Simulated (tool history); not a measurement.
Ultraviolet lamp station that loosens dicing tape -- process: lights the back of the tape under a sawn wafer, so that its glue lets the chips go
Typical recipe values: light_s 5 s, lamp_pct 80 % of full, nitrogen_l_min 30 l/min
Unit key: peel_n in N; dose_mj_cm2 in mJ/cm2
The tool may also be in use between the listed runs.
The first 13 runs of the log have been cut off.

run 14 day=14.696 | light_s=5 lamp_pct=80 nitrogen_l_min=30 | peel_n=0.541 dose_mj_cm2=213
run 15 day=15.629 | light_s=5 lamp_pct=80 nitrogen_l_min=30 | peel_n=0.545 dose_mj_cm2=206
run 16 day=16.346 | light_s=5 lamp_pct=80 nitrogen_l_min=30 | peel_n=0.54 dose_mj_cm2=207
run 17 day=17.492 | light_s=5 lamp_pct=80 nitrogen_l_min=30 | peel_n=0.55 dose_mj_cm2=202
run 18 day=18.108 | light_s=5 lamp_pct=80 nitrogen_l_min=30 | peel_n=0.551 dose_mj_cm2=207
run 19 day=18.825 | light_s=5 lamp_pct=80 nitrogen_l_min=30 | peel_n=0.593 dose_mj_cm2=202
run 20 day=20.029 | light_s=5 lamp_pct=80 nitrogen_l_min=30 | peel_n=0.572 dose_mj_cm2=199
run 21 day=20.725 | light_s=5 lamp_pct=63 nitrogen_l_min=30 | peel_n=0.965 dose_mj_cm2=155
run 22 day=21.8 | light_s=6 lamp_pct=63 nitrogen_l_min=16 | peel_n=1.105 dose_mj_cm2=184
run 23 day=22.767 | light_s=5 lamp_pct=80 nitrogen_l_min=38 | peel_n=0.51 dose_mj_cm2=194
run 24 day=24.179 | light_s=2 lamp_pct=66 nitrogen_l_min=11 | peel_n=4.789 dose_mj_cm2=62
run 25 day=24.896 | light_s=2 lamp_pct=66 nitrogen_l_min=11 | peel_n=4.571 dose_mj_cm2=64
run 26 day=25.625 | light_s=3 lamp_pct=66 nitrogen_l_min=38 | peel_n=2.031 dose_mj_cm2=90
run 27 day=26.492 | light_s=3 lamp_pct=67 nitrogen_l_min=56 | peel_n=1.673 dose_mj_cm2=90
run 28 day=27.225 | light_s=3 lamp_pct=67 nitrogen_l_min=56 | peel_n=1.611 dose_mj_cm2=93
run 29 day=28.062 | light_s=3 lamp_pct=82 nitrogen_l_min=52 | peel_n=1.289 dose_mj_cm2=115
run 30 day=29.162 | light_s=3 lamp_pct=96 nitrogen_l_min=11 | peel_n=2.373 dose_mj_cm2=131
run 31 day=30.612 | light_s=4 lamp_pct=96 nitrogen_l_min=11 | peel_n=1.681 dose_mj_cm2=173
run 32 day=31.242 | light_s=3 lamp_pct=79 nitrogen_l_min=37 | peel_n=1.692 dose_mj_cm2=106

Predict the results of run 33:
-- day=31.896 window cleaned of glue's vapour
run 33 day=32.588 | light_s=4 lamp_pct=66 nitrogen_l_min=38 | peel_n=? dose_mj_cm2=?

{"run 33": {"peel_n": 1.198, "dose_mj_cm2": 130}}
With no hidden state in the tool, this same run would have given peel_n 0.938 N, dose_mj_cm2 148 mJ/cm2.
